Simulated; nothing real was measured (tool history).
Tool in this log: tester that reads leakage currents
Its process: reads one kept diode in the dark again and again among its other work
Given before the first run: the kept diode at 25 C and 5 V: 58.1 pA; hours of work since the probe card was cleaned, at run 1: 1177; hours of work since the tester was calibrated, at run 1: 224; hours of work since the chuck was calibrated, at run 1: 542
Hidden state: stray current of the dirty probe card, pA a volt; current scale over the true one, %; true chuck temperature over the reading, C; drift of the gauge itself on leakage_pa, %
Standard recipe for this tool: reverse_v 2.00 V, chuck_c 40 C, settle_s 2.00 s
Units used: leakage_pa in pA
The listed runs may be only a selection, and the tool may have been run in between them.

| run | hour | reverse_v | chuck_c | settle_s | hours of work since the probe card was cleaned | hours of work since the tester was calibrated | hours of work since the chuck was calibrated | leakage_pa |
|---|---|---|---|---|---|---|---|---|
| 1 | 0.0 | 2.00 | 40 | 2.00 | 1177 | 224 | 542 | 135.80 |
|  | 102.3 | probe card cleaned and baked |
| 2 | 106.8 | 2.00 | 40 | 2.00 | 3 | 294 | 612 | 135.97 |
| 3 | 240.3 | 4.51 | 40 | 2.00 | 94 | 385 | 702 | 177.93 |
| 4 | 380.3 | 4.51 | 40 | 2.00 | 189 | 480 | 797 | 177.62 |
| 5 | 464.8 | 2.00 | 40 | 2.00 | 246 | 537 | 855 | 135.49 |
| 6 | 607.8 | 2.00 | 40 | 2.00 | 343 | 634 | 952 | 135.05 |
| 7 | 752.6 | 2.00 | 40 | 2.00 | 441 | 732 | 1050 | 135.82 |
| 8 | 839.6 | 2.00 | 40 | 2.00 | 500 | 791 | 1109 | 135.90 |
| 9 | 931.9 | 2.00 | 40 | 3.21 | 563 | 854 | 1171 | 135.71 |
| 10 | 1077.0 | 2.00 | 40 | 3.21 | 661 | 952 | 1270 | 136.29 |
| 11 | 1207.1 | 2.00 | 40 | 3.21 | 749 | 1040 | 1358 | 136.34 |
|  | 1272.1 | chuck's temperature calibrated |
| 12 | 1373.2 | 2.00 | 40 | 3.21 | 861 | 1152 | 69 | 135.88 |
| 13 | 1450.9 | 2.00 | 40 | 3.21 | 913 | 1204 | 121 | 136.11 |
| 14 | 1580.3 | 2.00 | 40 | 3.21 | 1001 | 1292 | 209 | 136.64 |
| 15 | 1666.1 | 6.42 | 40 | 2.00 | 1059 | 1350 | 267 | 200.98 |
| 16 | 1795.6 | 6.42 | 40 | 2.00 | 1147 | 1438 | 355 | 200.51 |
| 17 | 1927.5 | 2.00 | 40 | 2.00 | 1236 | 1528 | 444 | 136.32 |
|  | 1938.1 | probe card cleaned and baked |
| 18 | 2032.1 | 2.00 | 40 | 2.00 | 64 | 1596 | 513 | 136.03 |
| 19 | 2192.5 | 2.00 | 40 | 2.00 | 173 | 1705 | 622 | 135.91 |
| 20 | 2357.2 | 17.63 | 40 | 2.00 | 284 | 1817 | 734 | 281.43 |
| 21 | 2459.8 | 17.63 | 43 | 7.06 | 354 | 1887 | 803 | 348.62 |
| 22 | 2560.5 | 17.63 | 43 | 7.06 | 422 | 1955 | 872 | 348.78 |
| 23 | 2682.8 | 3.20 | 58 | 3.43 | 505 | 2038 | 955 | 552.59 |
| 24 | 2805.5 | 3.20 | 58 | 1.94 | 588 | 2121 | 1038 | 553.01 |
| 25 | 2912.9 | 14.85 | 43 | 2.00 | 661 | 2194 | 1111 | 329.54 |
| 26 | 3032.4 | 16.84 | 46 | 0.34 | 742 | 2275 | 1192 | 426.79 |
| 27 | 3108.0 | 2.00 | 21 | 1.99 | 793 | 2326 | 1243 | 31.15 |
| 28 | 3279.7 | 2.00 | 27 | 1.73 | 910 | 2443 | 1359 | 50.57 |
|  | 3346.9 | chuck's temperature calibrated |
| 29 | 3374.6 | 2.00 | 46 | 2.00 | 973 | 2506 | 19 | 209.67 |
| 30 | 3469.5 | 2.00 | 40 | 0.44 | 1037 | 2570 | 83 | 136.74 |
| 31 | 3559.6 | 2.24 | 22 | 0.78 | 1098 | 2631 | 144 | 35.18 |
| 32 | 3714.3 | 10.55 | 32 | 5.20 | 1203 | 2736 | 249 | 129.45 |
|  | 3779.9 | probe card cleaned and baked |
| 33 | 3852.2 | 10.55 | 45 | 5.20 | 49 | 2827 | 341 | 338.13 |
| 34 | 3939.0 | 10.55 | 45 | 5.20 | 108 | 2886 | 400 | 339.65 |
| 35 | 4086.9 | 10.55 | 45 | 5.20 | 208 | 2987 | 500 | 340.05 |
| 36 | 4232.0 | 5.28 | 30 | 0.89 | 307 | 3085 | 598 | 88.81 |
| 37 | 4355.4 | 5.28 | 30 | 0.89 | 390 | 3169 | 682 | 88.18 |
| 38 | 4504.5 | 15.39 | 30 | 2.43 | 491 | 3270 | 783 | 126.25 |

Describe how what the log doesn't record of the tool's condition differs between the last listed run preceding each entry between runs and the first listed run following it.
From run 1 to run 2: probe card cleaned and baked (hour 102.3)
  stray current of the dirty probe card, pA a volt: 0.05 -> 0.02
From run 11 to run 12: chuck's temperature calibrated (hour 1272.1)
  stray current of the dirty probe card, pA a volt: 0.038 -> 0.041; true chuck temperature over the reading, C: -0.01 -> 0
From run 17 to run 18: probe card cleaned and baked (hour 1938.1)
  stray current of the dirty probe card, pA a volt: 0.05 -> 0.022
From run 28 to run 29: chuck's temperature calibrated (hour 3346.9)
  stray current of the dirty probe card, pA a volt: 0.041 -> 0.043; true chuck temperature over the reading, C: -0.01 -> 0
From run 32 to run 33: probe card cleaned and baked (hour 3779.9)
  stray current of the dirty probe card, pA a volt: 0.048 -> 0.021

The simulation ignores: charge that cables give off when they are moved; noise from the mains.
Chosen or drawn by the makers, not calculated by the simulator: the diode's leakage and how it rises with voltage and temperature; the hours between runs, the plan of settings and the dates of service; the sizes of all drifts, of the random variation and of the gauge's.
